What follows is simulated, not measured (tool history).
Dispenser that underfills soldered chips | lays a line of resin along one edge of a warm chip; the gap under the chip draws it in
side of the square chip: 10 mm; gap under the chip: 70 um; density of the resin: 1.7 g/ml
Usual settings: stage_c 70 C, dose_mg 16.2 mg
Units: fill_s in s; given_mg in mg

| run | hour | stage_c | dose_mg | fill_s | given_mg |
|---|---|---|---|---|---|
| 1 | 0.0 | 70 | 16.2 | 73.6 | 16.13 |
|  | 4.3 | new syringe of resin |
| 2 | 6.7 | 70 | 16.2 | 69.9 | 16.11 |
| 3 | 11.9 | 70 | 16.2 | 90.3 | 16.10 |
|  | 12.5 | new syringe of resin |
| 4 | 15.8 | 70 | 16.2 | 75.5 | 16.07 |
|  | 20.7 | new syringe of resin |
| 5 | 20.7 | 70 | 16.2 | 62.6 | 16.01 |
| 6 | 26.3 | 71 | 16.2 | 78.9 | 15.99 |
|  | 28.9 | new syringe of resin |
| 7 | 32.8 | 71 | 16.2 | 71.7 | 15.97 |
|  | 37.2 | new syringe of resin |
| 8 | 39.8 | 71 | 16.2 | 68.6 | 15.96 |
| 9 | 43.6 | 71 | 16.2 | 84.9 | 15.94 |
|  | 45.3 | new syringe of resin |
| 10 | 47.9 | 71 | 16.2 | 69.3 | 15.90 |
|  | 51.2 | dispensing valve cleaned and set on the balance |
|  | 54.3 | new syringe of resin |
| 11 | 54.3 | 71 | 16.2 | 59.1 | 16.18 |
| 12 | 57.3 | 71 | 16.2 | 70.5 | 16.14 |
| 13 | 60.4 | 70 | 18.3 | 82.1 | 18.22 |
|  | 62.5 | new syringe of resin |
| 14 | 65.0 | 70 | 17.6 | 69.5 | 17.51 |
|  | 70.8 | new syringe of resin |
| 15 | 72.0 | 70 | 17.6 | 66.2 | 17.49 |
| 16 | 75.4 | 70 | 17.6 | 78.0 | 17.44 |
|  | 78.8 | new syringe of resin |
| 17 | 81.4 | 70 | 17.6 | 70.3 | 17.42 |
| 18 | 84.3 | 81 | 16.2 | 53.8 | 16.03 |
|  | 86.9 | new syringe of resin |
| 19 | 89.3 | 63 | 14.4 | 95.3 | 14.21 |
| 20 | 92.6 | 66 | 14.8 | 98.1 | 14.59 |
|  | 95.3 | new syringe of resin |
| 21 | 99.1 | 74 | 14.2 | 67.8 | 14.01 |
|  | 103.6 | new syringe of resin |
| 22 | 104.7 | 74 | 14.2 | 59.1 | 13.99 |
| 23 | 109.7 | 76 | 17.3 | 66.7 | 16.97 |
|  | 112.0 | new syringe of resin |
|  | 113.0 | dispensing valve cleaned and set on the balance |
| 24 | 115.2 | 76 | 19.7 | 53.6 | 19.73 |
| 25 | 119.2 | 76 | 19.7 | 64.7 | 19.71 |
|  | 121.5 | new syringe of resin |
| 26 | 124.6 | 58 | 19.9 | 119.7 | 19.86 |
| 27 | 129.0 | 71 | 16.7 | 88.5 | 16.65 |
|  | 129.9 | new syringe of resin |
| 28 | 135.1 | 61 | 14.8 | 122.6 | 14.71 |
|  | 138.2 | new syringe of resin |
| 29 | 138.6 | 61 | 14.8 | 93.9 | 14.71 |
| 30 | 144.8 | 76 | 16.1 | 68.6 | 15.96 |
|  | 146.6 | new syringe of resin |
| 31 | 150.9 | 81 | 16.2 | 51.9 | 16.05 |
|  | 154.8 | new syringe of resin |
| 32 | 155.6 | 67 | 18.5 | 71.0 | 18.23 |
| 33 | 159.4 | 67 | 18.5 | 86.3 | 18.28 |
|  | 163.0 | new syringe of resin |
| 34 | 163.2 | 67 | 18.5 | 69.7 | 18.28 |
| 35 | 167.8 | 67 | 18.5 | 90.6 | 18.22 |
|  | 171.2 | new syringe of resin |
|  | 174.3 | dispensing valve cleaned and set on the balance |
| 36 | 174.3 | 58 | 20.8 | 108.8 | 20.75 |

3 ways to go on from here, each from the tool as it stands after run 36. What would each give?
|  | 180.3 | new syringe of resin |
| A | 180.6 | 58 | 15.8 | ? | ? |
|  | 180.3 | new syringe of resin |
| B | 180.6 | 79 | 18.4 | ? | ? |
|  | 180.3 | new syringe of resin |
| C | 180.6 | 85 | 16.2 | ? | ? |

| run | fill_s | given_mg |
|---|---|---|
| A | 105.9 | 15.73 |
| B | 44.0 | 18.33 |
| C | 36.9 | 16.12 |
Without the tool's hidden state the same runs would have given:
| run | fill_s | given_mg |
|---|---|---|
| A | 99.8 | 15.78 |
| B | 41.6 | 18.39 |
| C | 34.9 | 16.18 |
